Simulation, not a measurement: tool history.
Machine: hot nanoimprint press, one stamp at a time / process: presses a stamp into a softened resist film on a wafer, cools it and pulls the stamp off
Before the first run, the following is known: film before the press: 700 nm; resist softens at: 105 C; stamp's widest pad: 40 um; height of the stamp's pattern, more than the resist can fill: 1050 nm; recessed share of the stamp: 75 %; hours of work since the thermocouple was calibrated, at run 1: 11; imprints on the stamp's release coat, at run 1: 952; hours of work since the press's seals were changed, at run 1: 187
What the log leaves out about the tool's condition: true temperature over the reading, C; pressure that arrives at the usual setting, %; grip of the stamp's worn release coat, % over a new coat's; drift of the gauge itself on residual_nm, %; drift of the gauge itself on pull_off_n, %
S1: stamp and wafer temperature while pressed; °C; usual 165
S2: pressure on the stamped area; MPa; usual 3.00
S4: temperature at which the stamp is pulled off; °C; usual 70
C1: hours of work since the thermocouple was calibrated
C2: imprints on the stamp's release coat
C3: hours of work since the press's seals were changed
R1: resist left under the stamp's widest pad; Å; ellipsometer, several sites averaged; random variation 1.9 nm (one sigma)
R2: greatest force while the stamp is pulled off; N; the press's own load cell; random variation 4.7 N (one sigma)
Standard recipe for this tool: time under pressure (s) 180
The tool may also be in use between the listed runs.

Run 1, hour 0.0: usual settings; C1 11; C2 952; C3 187. Result: R1 3001 Å, R2 271 N.
Run 2, hour 8.2: usual settings; C1 15; C2 965; C3 191. Result: R1 3025 Å, R2 263 N.
Run 3, hour 15.8: usual settings; C1 19; C2 977; C3 195. Result: R1 3027 Å, R2 259 N.
Run 4, hour 29.4: usual settings but S1 158 °C; C1 26; C2 999; C3 202. Result: R1 4453 Å, R2 258 N.
Run 5, hour 42.2: usual settings but S4 76 °C; C1 33; C2 1020; C3 209. Result: R1 3009 Å, R2 220 N.
Run 6, hour 52.7: usual settings but S4 76 °C; C1 38; C2 1036; C3 214. Result: R1 3017 Å, R2 221 N.
Run 7, hour 66.0: usual settings but S4 76 °C; C1 45; C2 1058; C3 221. Result: R1 2998 Å, R2 230 N.
Run 8, hour 72.2: usual settings but S4 76 °C; C1 48; C2 1068; C3 224. Result: R1 3013 Å, R2 228 N.
At hour 76.2: plate thermocouple calibrated.
Run 9, hour 83.5: usual settings but S4 76 °C; C1 4; C2 1081; C3 228. Result: R1 3001 Å, R2 224 N.
Run 10, hour 90.8: usual settings but S1 167 °C; C1 7; C2 1093; C3 232. Result: R1 2675 Å, R2 267 N.
Run 11, hour 98.5: usual settings but S1 167 °C; C1 11; C2 1105; C3 236. Result: R1 2663 Å, R2 271 N.
Run 12, hour 104.6: usual settings but S1 167 °C, time under pressure (s) 331; C1 15; C2 1115; C3 239. Result: R1 2065 Å, R2 283 N.
Run 13, hour 114.1: usual settings but S1 167 °C, time under pressure (s) 331; C1 19; C2 1130; C3 244. Result: R1 2046 Å, R2 273 N.
Run 14, hour 119.9: usual settings but S1 155 °C; C1 22; C2 1139; C3 247. Result: R1 4995 Å, R2 281 N.
At hour 129.4: plate thermocouple calibrated, once more.
Run 15, hour 131.6: usual settings but S1 155 °C, time under pressure (s) 327; C1 1; C2 1153; C3 251. Result: R1 4349 Å, R2 292 N.
Run 16, hour 143.6: usual settings but S1 156 °C, time under pressure (s) 216, S4 56 °C; C1 7; C2 1172; C3 257. Result: R1 4678 Å, R2 394 N.
Run 17, hour 154.6: usual settings but S2 3.53 MPa, time under pressure (s) 194, S4 63 °C; C1 13; C2 1190; C3 263. Result: R1 2779 Å, R2 338 N.
Run 18, hour 161.4: usual settings but S1 159 °C, S2 4.01 MPa, S4 56 °C; C1 16; C2 1201; C3 267. Result: R1 3788 Å, R2 385 N.
Run 19, hour 169.7: usual settings but S1 159 °C, S2 4.01 MPa, S4 56 °C; C1 21; C2 1214; C3 271. Result: R1 3806 Å, R2 402 N.
Run 20, hour 179.0: usual settings but S1 164 °C, S4 71 °C; C1 25; C2 1229; C3 276. Result: R1 3233 Å, R2 269 N.
Run 21, hour 188.1: usual settings but S1 167 °C, S4 72 °C; C1 30; C2 1243; C3 280. Result: R1 2756 Å, R2 272 N.
Run 22, hour 200.8: usual settings but S2 4.34 MPa; C1 37; C2 1264; C3 287. Result: R1 2556 Å, R2 276 N.
Run 23, hour 215.0: usual settings but S2 4.34 MPa; C1 44; C2 1287; C3 294. Result: R1 2561 Å, R2 295 N.
Run 24, hour 222.3: usual settings but S1 174 °C, S2 1.89 MPa, S4 77 °C; C1 48; C2 1298; C3 298. Result: R1 2326 Å, R2 223 N.
Run 25, hour 233.9: usual settings but S1 174 °C, S2 1.89 MPa, S4 77 °C; C1 54; C2 1317; C3 304. Result: R1 2313 Å, R2 228 N.
Run 26, hour 247.3: usual settings but S1 174 °C, S2 1.89 MPa, S4 77 °C; C1 60; C2 1338; C3 311. Result: R1 2294 Å, R2 225 N.
Run 27, hour 260.2: usual settings but S1 160 °C, S2 1.89 MPa, time under pressure (s) 209, S4 73 °C; C1 67; C2 1359; C3 317. Result: R1 4562 Å, R2 252 N.
Run 28, hour 271.4: usual settings but S1 160 °C, S2 1.89 MPa, time under pressure (s) 336, S4 76 °C; C1 73; C2 1377; C3 323. Result: R1 3913 Å, R2 247 N.
Run 29, hour 283.1: usual settings but S2 1.97 MPa, time under pressure (s) 94; C1 79; C2 1396; C3 329. Result: R1 4466 Å, R2 296 N.

Take each entry between the runs: how does the hidden state at the last listed run before it differ from the hidden state at the first listed run after it?
After run 8, before run 9: plate thermocouple calibrated (hour 76.2)
  true temperature over the reading, C: 0.49 -> 0.56; pressure that arrives at the usual setting, %: 98.95 -> 98.93; grip of the stamp's worn release coat, % over a new coat's: 21.2 -> 21.4
  measured result minus the result with no hidden state, R1: -70 -> -82 Å; R2: +36 -> +36 N
After run 14, before run 15: plate thermocouple calibrated, once more (hour 129.4)
  true temperature over the reading, C: 0.65 -> -0.02; pressure that arrives at the usual setting, %: 98.81 -> 98.79; grip of the stamp's worn release coat, % over a new coat's: 22.6 -> 22.9
  measured result minus the result with no hidden state, R1: -119 -> +23 Å; R2: +47 -> +55 N
